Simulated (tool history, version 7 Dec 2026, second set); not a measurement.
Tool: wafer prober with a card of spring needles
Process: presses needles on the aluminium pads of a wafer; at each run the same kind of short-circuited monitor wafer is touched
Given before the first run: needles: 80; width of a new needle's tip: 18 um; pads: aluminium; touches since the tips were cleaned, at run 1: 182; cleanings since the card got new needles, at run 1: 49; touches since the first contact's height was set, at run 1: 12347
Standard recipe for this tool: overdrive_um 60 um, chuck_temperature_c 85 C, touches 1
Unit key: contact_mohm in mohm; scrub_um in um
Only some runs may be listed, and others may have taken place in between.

run,hour,overdrive_um,chuck_temperature_c,touches,touches since the tips were cleaned,cleanings since the card got new needles,touches since the first contact's height was set,contact_mohm,scrub_um
1,0.0,60,85,1,182,49,12347,256,14.13
# hour 18.1: tips cleaned on abrasive film
# hour 37.0: tips cleaned on abrasive film
2,42.4,60,85,1,2624,51,32816,257,14.12
# hour 57.2: tips cleaned on abrasive film
# hour 75.8: tips cleaned on abrasive film
3,92.5,60,85,1,8105,53,57083,263,14.19
# hour 95.3: tips cleaned on abrasive film
# hour 115.9: tips cleaned on abrasive film
4,117.6,60,85,1,817,55,69138,259,14.14
# hour 136.0: tips cleaned on abrasive film
# hour 153.7: tips cleaned on abrasive film
5,153.7,60,85,1,0,57,86589,257,14.12
# hour 172.5: tips cleaned on abrasive film
# hour 190.5: tips cleaned on abrasive film
6,196.6,60,85,1,2990,59,107336,258,14.13
# hour 208.8: tips cleaned on abrasive film
7,224.1,60,41,1,7450,60,120645,248,14.08

What will run 8 give?
# hour 228.2: tips cleaned on abrasive film
# hour 245.7: tips cleaned on abrasive film
# hour 262.8: tips cleaned on abrasive film
8,265.1,60,41,1,1118,63,140371,?,?

Logged for run 8: contact_mohm 246 mohm, scrub_um 14.17 um.
Take away the tool's hidden state, keep the run-to-run variation as it was, and the same run would have given contact_mohm 245 mohm, scrub_um 14.17 um.
